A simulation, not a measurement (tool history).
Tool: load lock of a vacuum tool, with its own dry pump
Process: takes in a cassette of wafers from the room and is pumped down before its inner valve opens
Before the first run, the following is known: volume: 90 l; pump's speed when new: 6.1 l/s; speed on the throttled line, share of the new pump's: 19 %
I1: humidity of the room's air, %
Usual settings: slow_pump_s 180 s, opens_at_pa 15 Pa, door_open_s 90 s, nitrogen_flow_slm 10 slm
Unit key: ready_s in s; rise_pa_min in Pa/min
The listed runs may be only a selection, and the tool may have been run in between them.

Run 1, day 0: usual settings; I1 42.7. Result: ready_s 283.6 s, rise_pa_min 0.042 Pa/min.
Run 2, day 2.246: usual settings but slow_pump_s 93 s; I1 45.4. Result: ready_s 215.2 s, rise_pa_min 0.047 Pa/min.
Run 3, day 5.562: usual settings but slow_pump_s 93 s; I1 42.5. Result: ready_s 214.8 s, rise_pa_min 0.048 Pa/min.
Run 4, day 8.633: usual settings but door_open_s 61 s; I1 49.7. Result: ready_s 281.8 s, rise_pa_min 0.05 Pa/min.
Run 5, day 10.7: usual settings but nitrogen_flow_slm 12 slm; I1 45.4. Result: ready_s 285.4 s, rise_pa_min 0.051 Pa/min.
Run 6, day 12.412: usual settings but nitrogen_flow_slm 12 slm; I1 43.6. Result: ready_s 286.1 s, rise_pa_min 0.047 Pa/min.
Run 7, day 16.258: usual settings but nitrogen_flow_slm 11 slm; I1 45.2. Result: ready_s 284.6 s, rise_pa_min 0.05 Pa/min.
Run 8, day 20.046: usual settings but door_open_s 123 s, nitrogen_flow_slm 13 slm; I1 45.3. Result: ready_s 283.7 s, rise_pa_min 0.058 Pa/min.
Run 9, day 22.325: usual settings but slow_pump_s 121 s, nitrogen_flow_slm 28 slm; I1 45.3. Result: ready_s 239.3 s, rise_pa_min 0.034 Pa/min.
Run 10, day 24.825: usual settings but slow_pump_s 277 s, opens_at_pa 11 Pa, door_open_s 29 s, nitrogen_flow_slm 12 slm; I1 45.6. Result: ready_s 368.6 s, rise_pa_min 0.033 Pa/min.
Run 11, day 27.575: usual settings but slow_pump_s 103 s, door_open_s 41 s; I1 44.4. Result: ready_s 224 s, rise_pa_min 0.037 Pa/min.
Run 12, day 31.354: usual settings but nitrogen_flow_slm 29 slm; I1 47.6. Result: ready_s 284.9 s, rise_pa_min 0.04 Pa/min.

Subtracting, for every run, the result it would have given without the tool's unlogged condition from the measured result gives the following. The same run-to-run variation enters both numbers; the gauge's scatter may not:
What the log doesn't record here: pump's speed, % of a new pump's; leak at the door's seal, Pa l/s; drift of the gauge itself on ready_s, %; drift of the gauge itself on rise_pa_min, %.
run  ready_s  rise_pa_min
  1     +7.6       +0.001
  2     +9.3           +0
  3     +9.3       +0.001
  4     +7.7       +0.002
  5     +7.8       +0.002
  6     +7.8       +0.002
  7     +7.9       +0.003
  8     +7.9       +0.003
  9     +8.9       +0.004
 10     +6.9       +0.004
 11     +9.3       +0.004
 12     +8.1       +0.005
